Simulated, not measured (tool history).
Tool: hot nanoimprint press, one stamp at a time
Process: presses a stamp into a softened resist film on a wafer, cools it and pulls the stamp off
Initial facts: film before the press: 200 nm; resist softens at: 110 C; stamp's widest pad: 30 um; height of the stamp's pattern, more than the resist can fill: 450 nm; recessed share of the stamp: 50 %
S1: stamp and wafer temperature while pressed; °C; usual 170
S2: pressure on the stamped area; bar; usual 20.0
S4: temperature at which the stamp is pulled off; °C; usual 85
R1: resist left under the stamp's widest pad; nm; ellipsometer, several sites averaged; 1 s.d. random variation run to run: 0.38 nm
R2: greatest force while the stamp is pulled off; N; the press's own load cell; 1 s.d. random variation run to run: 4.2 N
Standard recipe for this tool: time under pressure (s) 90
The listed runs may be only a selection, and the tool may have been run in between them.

Run 1, hour 0.0: usual settings. Result: R1 112.5 nm, R2 231 N.
Run 2, hour 23.2: usual settings. Result: R1 112.0 nm, R2 234 N.
Run 3, hour 54.1: usual settings. Result: R1 111.9 nm, R2 245 N.
Run 4, hour 69.7: usual settings. Result: R1 111.6 nm, R2 249 N.
Run 5, hour 92.7: usual settings but S2 21.4 bar. Result: R1 107.7 nm, R2 250 N.
Run 6, hour 122.8: usual settings but S2 21.4 bar. Result: R1 108.4 nm, R2 250 N.
Run 7, hour 139.0: usual settings. Result: R1 111.8 nm, R2 263 N.
Run 8, hour 171.3: usual settings. Result: R1 112.4 nm, R2 267 N.
Run 9, hour 197.0: usual settings. Result: R1 112.3 nm, R2 275 N.
Run 10, hour 221.4: usual settings but S2 15.8 bar. Result: R1 124.3 nm, R2 277 N.
At hour 251.9: stamp cleaned and given a new release coat.
Run 11, hour 254.2: usual settings but S2 15.8 bar. Result: R1 124.2 nm, R2 206 N.
Run 12, hour 269.6: usual settings but S2 15.8 bar. Result: R1 124.4 nm, R2 210 N.
At hour 286.2: plate thermocouple calibrated.
Run 13, hour 286.7: usual settings but S2 15.8 bar. Result: R1 126.1 nm, R2 206 N.
Run 14, hour 302.0: usual settings but time under pressure (s) 59. Result: R1 127.6 nm, R2 212 N.
Run 15, hour 327.9: usual settings but time under pressure (s) 59. Result: R1 127.5 nm, R2 205 N.
Run 16, hour 353.8: usual settings but S2 16.4 bar, time under pressure (s) 59. Result: R1 137.8 nm, R2 224 N.
Run 17, hour 383.9: usual settings but S4 84 °C. Result: R1 113.3 nm, R2 237 N.
Run 18, hour 409.6: usual settings but S2 25.5 bar, S4 76 °C. Result: R1 101.1 nm, R2 272 N.
Run 19, hour 440.3: usual settings but S2 15.7 bar, S4 84 °C. Result: R1 126.5 nm, R2 250 N.
Run 20, hour 465.7: usual settings but S2 15.7 bar, S4 84 °C. Result: R1 127.3 nm, R2 253 N.
Run 21, hour 483.9: usual settings but S2 15.7 bar, S4 84 °C. Result: R1 127.1 nm, R2 253 N.
Run 22, hour 505.3: usual settings but S1 169 °C, S2 25.7 bar. Result: R1 104.3 nm, R2 250 N.
Run 23, hour 527.1: usual settings but S1 169 °C, S2 22.1 bar, time under pressure (s) 87, S4 75 °C. Result: R1 112.8 nm, R2 294 N.
Run 24, hour 553.4: usual settings but S1 172 °C. Result: R1 107.1 nm, R2 259 N.
Run 25, hour 586.8: usual settings but time under pressure (s) 66. Result: R1 124.0 nm, R2 277 N.
Run 26, hour 604.6: usual settings but time under pressure (s) 66. Result: R1 123.4 nm, R2 284 N.
At hour 615.0: press's hydraulic seals changed and the load cell set to zero.
Run 27, hour 629.7: usual settings but S1 182 °C, S4 71 °C. Result: R1 75.8 nm, R2 345 N.
At hour 644.1: stamp cleaned and given a new release coat.
Run 28, hour 655.8: usual settings but S1 182 °C, S2 25.0 bar, S4 71 °C. Result: R1 66.9 nm, R2 234 N.
Run 29, hour 687.2: usual settings but S4 79 °C. Result: R1 108.7 nm, R2 233 N.

Consider 4 possible next runs. They are alternatives, not a sequence: every one starts from the tool as it was left by run 29. What does each give?
Run A, hour 710.0: usual settings but S2 16.5 bar, time under pressure (s) 107, S4 82 °C. Result: R1 ?, R2 ?.
Run B, hour 710.0: usual settings but S1 179 °C, S2 31.5 bar, time under pressure (s) 74. Result: R1 ?, R2 ?.
Run C, hour 710.0: usual settings but S1 160 °C, S2 12.6 bar, time under pressure (s) 48. Result: R1 ?, R2 ?.
Run D, hour 710.0: usual settings but S2 19.2 bar, time under pressure (s) 45, S4 74 °C. Result: R1 ?, R2 ?.

run     R1   R2
  A  114.1  217
  B   68.0  215
  C  178.7  211
  D  133.1  242
With no hidden state in the tool, these same runs would have given:
run     R1   R2
  A  115.4  204
  B   68.5  202
  C  179.5  198
  D  134.3  226
